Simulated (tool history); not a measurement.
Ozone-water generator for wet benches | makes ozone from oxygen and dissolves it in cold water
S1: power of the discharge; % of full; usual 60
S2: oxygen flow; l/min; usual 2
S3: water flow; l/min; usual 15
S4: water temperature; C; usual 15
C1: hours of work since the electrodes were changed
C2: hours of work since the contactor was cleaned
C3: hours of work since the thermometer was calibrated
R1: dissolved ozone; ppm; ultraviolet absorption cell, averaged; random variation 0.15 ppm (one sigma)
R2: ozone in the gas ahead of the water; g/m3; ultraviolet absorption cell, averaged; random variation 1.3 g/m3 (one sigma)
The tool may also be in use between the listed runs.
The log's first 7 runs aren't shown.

{"run": 8, "hour": 344.8, "S1": 75, "S2": 2, "S3": 15, "S4": 15, "C1": 1934, "C2": 5134, "C3": 2382, "R1": 19.9, "R2": 267.1}
{"run": 9, "hour": 423.2, "S1": 60, "S2": 2, "S3": 15, "S4": 15, "C1": 1981, "C2": 5182, "C3": 2429, "R1": 17.5, "R2": 229.1}
{"run": 10, "hour": 469.0, "S1": 60, "S2": 2, "S3": 15, "S4": 15, "C1": 2009, "C2": 5209, "C3": 2457, "R1": 17.6, "R2": 227.6}
{"run": 11, "hour": 522.9, "S1": 60, "S2": 2, "S3": 15, "S4": 15, "C1": 2041, "C2": 5242, "C3": 2489, "R1": 17.2, "R2": 228.6}
{"run": 12, "hour": 586.6, "S1": 60, "S2": 2, "S3": 23, "S4": 15, "C1": 2080, "C2": 5281, "C3": 2528, "R1": 11.6, "R2": 227.8}
{"run": 13, "hour": 651.6, "S1": 60, "S2": 2.5, "S3": 15, "S4": 15, "C1": 2119, "C2": 5320, "C3": 2567, "R1": 17.6, "R2": 198.6}
{"hour": 661.7, "done": "contactor cleaned"}
{"run": 14, "hour": 707.2, "S1": 60, "S2": 2.5, "S3": 15, "S4": 15, "C1": 2151, "C2": 28, "C3": 2599, "R1": 17, "R2": 197.6}
{"run": 15, "hour": 742.9, "S1": 60, "S2": 2.5, "S3": 15, "S4": 15, "C1": 2172, "C2": 49, "C3": 2620, "R1": 16.9, "R2": 199.2}
{"run": 16, "hour": 782.6, "S1": 60, "S2": 2.5, "S3": 15, "S4": 15, "C1": 2196, "C2": 73, "C3": 2644, "R1": 17, "R2": 196.5}
{"run": 17, "hour": 822.3, "S1": 60, "S2": 2.5, "S3": 15, "S4": 15, "C1": 2220, "C2": 97, "C3": 2668, "R1": 17, "R2": 195.9}
{"run": 18, "hour": 854.3, "S1": 52, "S2": 2.5, "S3": 15, "S4": 15, "C1": 2240, "C2": 117, "C3": 2688, "R1": 15.5, "R2": 179.2}
{"run": 19, "hour": 921.7, "S1": 52, "S2": 1.05, "S3": 10, "S4": 15, "C1": 2280, "C2": 158, "C3": 2729, "R1": 20.2, "R2": 309.6}
{"hour": 949.5, "done": "water thermometer calibrated"}
{"run": 20, "hour": 973.2, "S1": 52, "S2": 1.05, "S3": 10, "S4": 15, "C1": 2311, "C2": 188, "C3": 14, "R1": 20.5, "R2": 311.3}
{"run": 21, "hour": 1011.4, "S1": 52, "S2": 1.05, "S3": 10, "S4": 15, "C1": 2334, "C2": 211, "C3": 37, "R1": 20.3, "R2": 312.7}
{"run": 22, "hour": 1053.8, "S1": 52, "S2": 1.05, "S3": 10, "S4": 15, "C1": 2360, "C2": 237, "C3": 63, "R1": 20.4, "R2": 311.3}

The next listed run, before its measurement:
{"hour": 1109.4, "done": "contactor cleaned, once more"}
{"run": 23, "hour": 1128.5, "S1": 60, "S2": 1.25, "S3": 15, "S4": 20, "C1": 2403, "C2": 12, "C3": 106, "R1": "?", "R2": "?"}

Run 23 gave R1 16.3 ppm, R2 307.3 g/m3.
Without the tool's hidden state the same run would have given R1 16.7 ppm, R2 313.1 g/m3.
